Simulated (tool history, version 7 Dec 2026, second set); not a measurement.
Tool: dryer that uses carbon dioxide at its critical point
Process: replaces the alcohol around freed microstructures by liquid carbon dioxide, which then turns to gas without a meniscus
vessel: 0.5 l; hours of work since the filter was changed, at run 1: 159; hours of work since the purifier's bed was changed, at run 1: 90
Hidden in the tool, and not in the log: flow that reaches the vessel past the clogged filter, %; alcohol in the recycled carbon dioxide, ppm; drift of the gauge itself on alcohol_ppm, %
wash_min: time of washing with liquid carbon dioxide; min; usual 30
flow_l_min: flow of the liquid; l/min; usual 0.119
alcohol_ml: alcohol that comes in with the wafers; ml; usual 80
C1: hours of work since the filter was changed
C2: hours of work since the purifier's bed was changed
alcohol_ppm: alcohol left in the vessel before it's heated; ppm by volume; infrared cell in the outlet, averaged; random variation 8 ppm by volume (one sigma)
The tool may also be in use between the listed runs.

Run 1, hour 0: usual settings; C1 159; C2 90. Result: alcohol_ppm 902 ppm by volume.
Run 2, hour 21.1: usual settings; C1 170; C2 102. Result: alcohol_ppm 973 ppm by volume.
Run 3, hour 49.5: usual settings; C1 186; C2 118. Result: alcohol_ppm 1025 ppm by volume.
Run 4, hour 67.2: usual settings; C1 196; C2 128. Result: alcohol_ppm 1086 ppm by volume.
Run 5, hour 85.1: usual settings but wash_min 42 min; C1 206; C2 138. Result: alcohol_ppm 168 ppm by volume.
At hour 101: inlet filter changed.
Run 6, hour 106.9: usual settings but wash_min 42 min, flow_l_min 0.154 l/min; C1 3; C2 149. Result: alcohol_ppm 16 ppm by volume.
Run 7, hour 120.2: usual settings; C1 11; C2 157. Result: alcohol_ppm 461 ppm by volume.
Run 8, hour 146.1: usual settings; C1 25; C2 171. Result: alcohol_ppm 488 ppm by volume.
Run 9, hour 160.5: usual settings but wash_min 22 min; C1 33; C2 179. Result: alcohol_ppm 2280 ppm by volume.
Run 10, hour 177.1: usual settings but wash_min 22 min; C1 42; C2 188. Result: alcohol_ppm 2442 ppm by volume.
Run 11, hour 192.8: usual settings but wash_min 22 min; C1 51; C2 197. Result: alcohol_ppm 2463 ppm by volume.
Run 12, hour 222.2: usual settings but wash_min 22 min; C1 68; C2 214. Result: alcohol_ppm 2558 ppm by volume.
Run 13, hour 238: usual settings but flow_l_min 0.087 l/min; C1 76; C2 222. Result: alcohol_ppm 3053 ppm by volume.
Run 14, hour 259.3: usual settings but wash_min 39 min, flow_l_min 0.087 l/min; C1 88; C2 234. Result: alcohol_ppm 976 ppm by volume.
Run 15, hour 284.2: usual settings but alcohol_ml 47 ml; C1 102; C2 248. Result: alcohol_ppm 423 ppm by volume.
Run 16, hour 301.6: usual settings but alcohol_ml 47 ml; C1 112; C2 258. Result: alcohol_ppm 404 ppm by volume.
Run 17, hour 326.8: usual settings but alcohol_ml 47 ml; C1 126; C2 272. Result: alcohol_ppm 456 ppm by volume.
Run 18, hour 343.9: usual settings but alcohol_ml 47 ml; C1 136; C2 281. Result: alcohol_ppm 487 ppm by volume.
Run 19, hour 359.3: usual settings but alcohol_ml 47 ml; C1 144; C2 290. Result: alcohol_ppm 503 ppm by volume.
Run 20, hour 382.8: usual settings but wash_min 19 min; C1 157; C2 303. Result: alcohol_ppm 5937 ppm by volume.
Run 21, hour 412: usual settings; C1 174; C2 319. Result: alcohol_ppm 938 ppm by volume.
Run 22, hour 432.4: usual settings but flow_l_min 0.088 l/min; C1 185; C2 331. Result: alcohol_ppm 3944 ppm by volume.
Run 23, hour 455.8: usual settings but flow_l_min 0.088 l/min; C1 198; C2 344. Result: alcohol_ppm 4273 ppm by volume.
Run 24, hour 482.5: usual settings but wash_min 27 min, alcohol_ml 92 ml; C1 213; C2 359. Result: alcohol_ppm 2185 ppm by volume.
At hour 485.9: inlet filter changed.
Run 25, hour 509.6: usual settings but wash_min 24 min, alcohol_ml 24 ml; C1 13; C2 373. Result: alcohol_ppm 469 ppm by volume.
Run 26, hour 532.9: usual settings but wash_min 48 min, flow_l_min 0.157 l/min, alcohol_ml 51 ml; C1 26; C2 386. Result: alcohol_ppm 48 ppm by volume.
Run 27, hour 549.8: usual settings but wash_min 48 min, flow_l_min 0.157 l/min, alcohol_ml 31 ml; C1 36; C2 396. Result: alcohol_ppm 32 ppm by volume.
Run 28, hour 565: usual settings but flow_l_min 0.074 l/min, alcohol_ml 83 ml; C1 44; C2 404. Result: alcohol_ppm 5475 ppm by volume.
Run 29, hour 580.1: usual settings but flow_l_min 0.074 l/min, alcohol_ml 83 ml; C1 53; C2 413. Result: alcohol_ppm 5560 ppm by volume.
Run 30, hour 600.1: usual settings but wash_min 26 min, flow_l_min 0.083 l/min; C1 64; C2 424. Result: alcohol_ppm 6049 ppm by volume.
Run 31, hour 625.3: usual settings but wash_min 18 min, alcohol_ml 74 ml; C1 78; C2 438. Result: alcohol_ppm 5244 ppm by volume.
Run 32, hour 647.8: usual settings but wash_min 38 min, flow_l_min 0.075 l/min, alcohol_ml 113 ml; C1 90; C2 450. Result: alcohol_ppm 3386 ppm by volume.
Run 33, hour 669.7: usual settings but wash_min 38 min, flow_l_min 0.076 l/min, alcohol_ml 76 ml; C1 103; C2 463. Result: alcohol_ppm 2258 ppm by volume.
Run 34, hour 693: usual settings but flow_l_min 0.147 l/min, alcohol_ml 35 ml; C1 116; C2 476. Result: alcohol_ppm 109 ppm by volume.
Run 35, hour 713.6: usual settings but flow_l_min 0.147 l/min, alcohol_ml 35 ml; C1 127; C2 487. Result: alcohol_ppm 128 ppm by volume.
Run 36, hour 735.6: usual settings but flow_l_min 0.147 l/min, alcohol_ml 35 ml; C1 139; C2 499. Result: alcohol_ppm 136 ppm by volume.
Run 37, hour 760.8: usual settings but wash_min 43 min, flow_l_min 0.076 l/min, alcohol_ml 33 ml; C1 153; C2 513. Result: alcohol_ppm 700 ppm by volume.
Run 38, hour 774.5: usual settings but wash_min 29 min, flow_l_min 0.118 l/min, alcohol_ml 32 ml; C1 161; C2 521. Result: alcohol_ppm 491 ppm by volume.
Run 39, hour 793.5: usual settings but wash_min 36 min, flow_l_min 0.135 l/min, alcohol_ml 35 ml; C1 172; C2 532. Result: alcohol_ppm 98 ppm by volume.
Run 40, hour 820.2: usual settings but wash_min 26 min, flow_l_min 0.109 l/min; C1 186; C2 547. Result: alcohol_ppm 3100 ppm by volume.
Run 41, hour 840.2: usual settings but wash_min 26 min, flow_l_min 0.109 l/min; C1 198; C2 558. Result: alcohol_ppm 3132 ppm by volume.
Run 42, hour 859: usual settings but wash_min 19 min, flow_l_min 0.191 l/min, alcohol_ml 106 ml; C1 208; C2 568. Result: alcohol_ppm 1166 ppm by volume.
At hour 871.8: inlet filter changed.
Run 43, hour 887.5: usual settings but wash_min 25 min, flow_l_min 0.095 l/min; C1 9; C2 584. Result: alcohol_ppm 3391 ppm by volume.
Run 44, hour 912.5: usual settings but wash_min 25 min, flow_l_min 0.095 l/min; C1 23; C2 597. Result: alcohol_ppm 3621 ppm by volume.
Run 45, hour 933.9: usual settings but wash_min 29 min, alcohol_ml 24 ml; C1 35; C2 609. Result: alcohol_ppm 227 ppm by volume.
Run 46, hour 949.3: usual settings but wash_min 25 min, alcohol_ml 28 ml; C1 43; C2 618. Result: alcohol_ppm 531 ppm by volume.

4 ways to go on from here, each from the tool as it stands after run 46. What would each give?
Run A, hour 962.9: usual settings but flow_l_min 0.145 l/min, alcohol_ml 31 ml; C1 51; C2 626. Result: alcohol_ppm ?.
Run B, hour 962.9: usual settings but wash_min 23 min; C1 51; C2 626. Result: alcohol_ppm ?.
Run C, hour 962.9: usual settings but wash_min 24 min; C1 51; C2 626. Result: alcohol_ppm ?.
Run D, hour 962.9: usual settings but wash_min 35 min, flow_l_min 0.138 l/min, alcohol_ml 69 ml; C1 51; C2 626. Result: alcohol_ppm ?.

run  alcohol_ppm
  A          108
  B         2155
  C         1776
  D          109
Without the tool's hidden state the same runs would have given:
run  alcohol_ppm
  A           50
  B         1712
  C         1394
  D           48
